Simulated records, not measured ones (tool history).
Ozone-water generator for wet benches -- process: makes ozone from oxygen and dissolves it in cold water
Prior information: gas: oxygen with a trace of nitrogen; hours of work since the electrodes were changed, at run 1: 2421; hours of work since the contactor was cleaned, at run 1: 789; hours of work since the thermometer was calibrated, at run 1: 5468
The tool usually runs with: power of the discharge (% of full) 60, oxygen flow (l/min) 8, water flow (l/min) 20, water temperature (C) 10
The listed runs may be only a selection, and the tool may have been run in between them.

run	hour	power of the discharge (% of full)	oxygen flow (l/min)	water flow (l/min)	water temperature (C)	hours of work since the electrodes were changed	hours of work since the contactor was cleaned	hours of work since the thermometer was calibrated	dissolved ozone (ppm)	ozone in the gas ahead of the water (g/m3)
1	0	60	8	20	10	2421	789	5468	40	237
# hour 43.7: water thermometer calibrated
2	161.6	60	8	20	10	2546	914	92	40.1	234
3	235.2	60	8	28	10	2603	971	149	31.4	235.2
4	323.3	60	8	28	10	2672	1039	217	31.8	234
5	478.8	60	8	28	10	2792	1160	338	31.6	233
6	595.7	60	8	28	10	2883	1251	429	31.8	235.9
7	686.1	60	8	28	10	2953	1321	499	31.5	236.1
8	761.2	60	8	20	10	3012	1379	557	39.6	234.4
9	832.1	60	8	20	10	3067	1434	612	40.4	234.9
10	960.3	60	8	20	10	3166	1534	712	40.1	238.2
11	1027.8	60	8	20	10	3219	1586	764	40.2	236.9
12	1135.2	60	8	20	10	3302	1670	848	39.3	234.9
13	1203.7	60	8	20	10	3355	1723	901	39.5	233.1
14	1337.5	83	8	20	10	3459	1827	1005	50.5	300.5
15	1440.4	83	8	20	10	3539	1907	1085	50.1	297.9
16	1596.3	83	8	20	10	3660	2028	1206	50.6	299.3
17	1720.8	63	9.7	26	9	3757	2125	1303	34.4	217
18	1855.9	74	4.69	20	10	3862	2230	1408	46.8	376.7
19	1990.3	60	8	29	14	3967	2334	1512	28.9	235.1
20	2087.8	60	8	30	10	4042	2410	1588	30.1	235.3
21	2220.9	60	10.86	28	10	4146	2513	1691	31.1	199.3
22	2353.3	51	8	14	8	4248	2616	1794	45.4	207.1
23	2468.6	60	8	28	8	4338	2706	1884	32.3	236.1
24	2602	93	8	13	8	4442	2809	1987	73.3	321.3
25	2677.8	93	8	13	8	4501	2868	2046	72.6	322.9
26	2829.2	93	8	13	8	4618	2986	2164	72.3	324.1
27	2929.9	93	8	13	8	4696	3064	2242	73.3	323.3
28	3066.9	50	5.49	20	10	4803	3170	2348	35.2	257.9
29	3180.4	50	5.49	20	12	4891	3259	2436	34.3	256.8
30	3326.3	50	5.49	20	12	5004	3372	2550	34.8	256.7
31	3406.5	62	7.97	20	10	5067	3434	2612	40.7	243.9
32	3551.8	60	8	13	6	5179	3547	2725	54.6	234.8

Forecast each of these 3 alternatives for the next run:
A	3705.4	60	10.07	17	10	5299	3666	2844	?	?
B	3705.4	55	8	20	10	5299	3666	2844	?	?
C	3705.4	60	8	13	8	5299	3666	2844	?	?

run	dissolved ozone (ppm)	ozone in the gas ahead of the water (g/m3)
A	42.4	207.7
B	37.7	219.5
C	52.6	234.4
Without the tool's unlogged condition, the same runs would have read:
run	dissolved ozone (ppm)	ozone in the gas ahead of the water (g/m3)
A	42.4	208
B	37.8	219.8
C	52.7	234.8
